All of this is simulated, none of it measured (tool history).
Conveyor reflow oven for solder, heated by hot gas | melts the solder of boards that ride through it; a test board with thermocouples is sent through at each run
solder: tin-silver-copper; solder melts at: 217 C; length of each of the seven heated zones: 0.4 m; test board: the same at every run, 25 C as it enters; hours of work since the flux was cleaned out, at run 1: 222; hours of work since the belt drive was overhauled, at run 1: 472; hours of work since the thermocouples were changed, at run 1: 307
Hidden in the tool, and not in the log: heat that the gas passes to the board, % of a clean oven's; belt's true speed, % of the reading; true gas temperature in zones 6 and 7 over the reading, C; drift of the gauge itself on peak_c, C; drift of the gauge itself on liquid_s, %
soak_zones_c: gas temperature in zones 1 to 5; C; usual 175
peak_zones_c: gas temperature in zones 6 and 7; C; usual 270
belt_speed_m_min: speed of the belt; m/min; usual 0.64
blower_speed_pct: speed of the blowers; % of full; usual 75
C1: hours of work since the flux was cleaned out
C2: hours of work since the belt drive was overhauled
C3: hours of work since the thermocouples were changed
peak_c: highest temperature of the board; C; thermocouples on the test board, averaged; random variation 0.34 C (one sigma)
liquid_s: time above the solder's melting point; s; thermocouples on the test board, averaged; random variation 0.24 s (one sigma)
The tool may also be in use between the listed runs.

Run 1, hour 0: usual settings; C1 222; C2 472; C3 307. Result: peak_c 256.7 C, liquid_s 60.3 s.
Run 2, hour 22.6: usual settings; C1 234; C2 484; C3 319. Result: peak_c 256.3 C, liquid_s 60.3 s.
Run 3, hour 55.8: usual settings; C1 252; C2 502; C3 337. Result: peak_c 255.7 C, liquid_s 60.3 s.
Run 4, hour 97.5: usual settings but belt_speed_m_min 0.554 m/min; C1 274; C2 524; C3 359. Result: peak_c 259.4 C, liquid_s 73.3 s.
Run 5, hour 116.9: usual settings but belt_speed_m_min 0.554 m/min; C1 285; C2 535; C3 369. Result: peak_c 260.2 C, liquid_s 73.1 s.
Run 6, hour 145.7: usual settings but peak_zones_c 265 C; C1 300; C2 550; C3 385. Result: peak_c 251.2 C, liquid_s 57.4 s.
Run 7, hour 174: usual settings but peak_zones_c 265 C; C1 315; C2 565; C3 400. Result: peak_c 251.3 C, liquid_s 56.9 s.
Run 8, hour 210.9: usual settings but peak_zones_c 265 C; C1 335; C2 585; C3 420. Result: peak_c 251 C, liquid_s 56.8 s.
Run 9, hour 236.4: usual settings but peak_zones_c 265 C; C1 348; C2 598; C3 433. Result: peak_c 250.9 C, liquid_s 56.8 s.
At hour 243.8: flux residue cleaned out of gas plates and filters.
Run 10, hour 269: usual settings but peak_zones_c 265 C; C1 13; C2 613; C3 448. Result: peak_c 248 C, liquid_s 54.5 s.
Run 11, hour 294.7: usual settings; C1 27; C2 627; C3 462. Result: peak_c 252.8 C, liquid_s 57.5 s.
Run 12, hour 325.5: usual settings; C1 44; C2 643; C3 478. Result: peak_c 252.8 C, liquid_s 57.3 s.
Run 13, hour 351: usual settings; C1 57; C2 657; C3 492. Result: peak_c 252.2 C, liquid_s 57.3 s.
Run 14, hour 397.9: usual settings; C1 82; C2 682; C3 517. Result: peak_c 252.5 C, liquid_s 57.2 s.
Run 15, hour 420.1: usual settings but soak_zones_c 164 C; C1 94; C2 694; C3 529. Result: peak_c 249.7 C, liquid_s 51.5 s.
Run 16, hour 460.5: usual settings but peak_zones_c 277 C; C1 116; C2 715; C3 550. Result: peak_c 257.7 C, liquid_s 61.1 s.
At hour 496.1: flux residue cleaned out of gas plates and filters, once more.
Run 17, hour 504.4: usual settings but soak_zones_c 167 C; C1 4; C2 736; C3 571. Result: peak_c 256.9 C, liquid_s 58.9 s.
Run 18, hour 535.5: usual settings but soak_zones_c 167 C, belt_speed_m_min 0.666 m/min, blower_speed_pct 84 % of full; C1 21; C2 753; C3 587. Result: peak_c 256.6 C, liquid_s 56.9 s.
Run 19, hour 561.5: usual settings but soak_zones_c 167 C, belt_speed_m_min 0.666 m/min, blower_speed_pct 84 % of full; C1 35; C2 766; C3 601. Result: peak_c 257 C, liquid_s 57.2 s.
Run 20, hour 604.1: usual settings but soak_zones_c 167 C, belt_speed_m_min 0.666 m/min, blower_speed_pct 84 % of full; C1 58; C2 789; C3 624. Result: peak_c 256.4 C, liquid_s 57.1 s.
Run 21, hour 634: usual settings but soak_zones_c 182 C, peak_zones_c 271 C, blower_speed_pct 79 % of full; C1 74; C2 805; C3 640. Result: peak_c 259.4 C, liquid_s 66.2 s.
Run 22, hour 661.3: usual settings but soak_zones_c 182 C, peak_zones_c 271 C, blower_speed_pct 79 % of full; C1 88; C2 820; C3 655. Result: peak_c 260 C, liquid_s 65.7 s.
Run 23, hour 696.9: usual settings but soak_zones_c 170 C, peak_zones_c 272 C, belt_speed_m_min 0.767 m/min; C1 107; C2 839; C3 673. Result: peak_c 251.7 C, liquid_s 45.9 s.
Run 24, hour 732.4: usual settings but peak_zones_c 260 C, belt_speed_m_min 0.744 m/min, blower_speed_pct 89 % of full; C1 126; C2 858; C3 692. Result: peak_c 246.2 C, liquid_s 46.6 s.
Run 25, hour 752.3: usual settings but peak_zones_c 260 C, belt_speed_m_min 0.744 m/min, blower_speed_pct 89 % of full; C1 137; C2 868; C3 703. Result: peak_c 245.1 C, liquid_s 45.7 s.
Run 26, hour 794: usual settings but peak_zones_c 260 C, belt_speed_m_min 0.744 m/min, blower_speed_pct 89 % of full; C1 159; C2 890; C3 725. Result: peak_c 245.3 C, liquid_s 45.9 s.
Run 27, hour 841: usual settings but soak_zones_c 165 C, belt_speed_m_min 0.636 m/min; C1 184; C2 915; C3 750. Result: peak_c 254.7 C, liquid_s 57.2 s.
Run 28, hour 886.3: usual settings but soak_zones_c 165 C, belt_speed_m_min 0.636 m/min; C1 208; C2 940; C3 774. Result: peak_c 254.9 C, liquid_s 57.2 s.
Run 29, hour 926.8: usual settings but soak_zones_c 165 C, peak_zones_c 265 C, belt_speed_m_min 0.636 m/min; C1 230; C2 961; C3 796. Result: peak_c 249.8 C, liquid_s 53.6 s.
Run 30, hour 946.3: usual settings but soak_zones_c 165 C, peak_zones_c 265 C, belt_speed_m_min 0.636 m/min; C1 240; C2 972; C3 807. Result: peak_c 249.5 C, liquid_s 54.1 s.
Run 31, hour 993.5: usual settings but soak_zones_c 184 C, peak_zones_c 277 C, belt_speed_m_min 0.636 m/min; C1 265; C2 997; C3 832. Result: peak_c 263.4 C, liquid_s 68.6 s.

Hidden state or all else? Some run-to-run changes of peak_c, split into what the settings, what came in and random variation would give without the hidden state, and what is left for the hidden state (with any gauge scatter that isn't in both results):
Run 5 -> 6: peak_zones_c 270 -> 265, belt_speed_m_min 0.554 -> 0.64. peak_c -9 C: hidden state -0.4, all else -8.6.
Run 9 -> 10: flux residue cleaned out of gas plates and filters. peak_c -2.9 C: hidden state -2.4, all else -0.5.
Run 14 -> 15: soak_zones_c 175 -> 164. peak_c -2.8 C: hidden state -0.9, all else -1.9.
Run 16 -> 17: soak_zones_c 175 -> 167, peak_zones_c 277 -> 270, flux residue cleaned out of gas plates and filters, once more. peak_c -0.8 C: hidden state +6.4, all else -7.2.
Run 26 -> 27: soak_zones_c 175 -> 165, peak_zones_c 260 -> 270, belt_speed_m_min 0.744 -> 0.636, blower_speed_pct 89 -> 75. peak_c +9.4 C: hidden state -0.1, all else +9.5.
Run 30 -> 31: soak_zones_c 165 -> 184, peak_zones_c 265 -> 277. peak_c +13.9 C: hidden state +0, all else +13.9.
